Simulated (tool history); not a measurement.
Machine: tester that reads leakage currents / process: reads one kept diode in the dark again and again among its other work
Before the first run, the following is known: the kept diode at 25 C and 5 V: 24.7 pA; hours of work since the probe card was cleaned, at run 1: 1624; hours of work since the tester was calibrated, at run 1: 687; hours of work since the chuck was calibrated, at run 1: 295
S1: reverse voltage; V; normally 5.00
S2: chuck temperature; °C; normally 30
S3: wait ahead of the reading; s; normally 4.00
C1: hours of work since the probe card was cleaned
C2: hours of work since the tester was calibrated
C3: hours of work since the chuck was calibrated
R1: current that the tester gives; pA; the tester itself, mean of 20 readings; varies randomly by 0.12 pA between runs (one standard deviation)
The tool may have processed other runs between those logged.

run,hour,S1,S2,S3,C1,C2,C3,R1
1,0.0,5.00,30,4.00,1624,687,295,44.44
2,39.3,5.00,30,4.00,1648,711,320,44.77
3,79.8,5.00,30,4.00,1674,736,345,44.62
4,129.5,5.00,30,4.00,1704,767,376,45.08
5,160.3,5.00,30,4.00,1724,786,395,45.02
6,204.9,5.00,30,4.00,1751,814,422,45.38
7,244.9,5.00,30,4.00,1776,839,447,45.39
8,272.7,5.00,30,4.00,1793,856,465,45.50
9,322.6,5.00,28,4.00,1824,887,496,40.31
10,354.7,5.00,28,4.00,1844,907,515,40.59
11,385.8,5.00,28,4.00,1864,926,535,40.65
12,429.9,5.00,28,4.00,1891,954,562,40.78
13,462.0,5.00,28,4.00,1911,974,582,40.85
# hour 467.2: probe card cleaned and baked
14,511.1,5.00,28,4.00,27,1002,611,45.71
15,555.7,5.00,28,4.00,55,1030,639,45.54
16,592.3,12.72,25,0.73,78,1053,661,78.53
17,623.2,12.72,25,0.73,97,1072,680,78.63
18,645.9,1.50,22,2.18,111,1086,695,15.90
19,687.5,5.00,30,3.78,137,1112,720,51.58
20,718.5,1.24,38,3.78,156,1131,740,38.86
# hour 765.7: probe card cleaned and baked, once more
21,766.6,1.24,58,1.71,1,1159,768,136.19
22,810.4,1.24,58,1.71,28,1186,795,136.12
23,842.3,1.24,58,0.31,48,1206,815,137.65
24,873.6,5.00,28,2.25,67,1225,834,33.53
25,895.5,5.00,28,2.25,81,1239,848,33.55

Run 26 comes next. What will it give?
26,922.9,7.15,41,4.00,98,1256,865,?

{"run 26": {"R1": 99.76}}
Were there no unlogged condition in the tool, this run, its random variation unchanged, would have produced R1 95.73 pA.
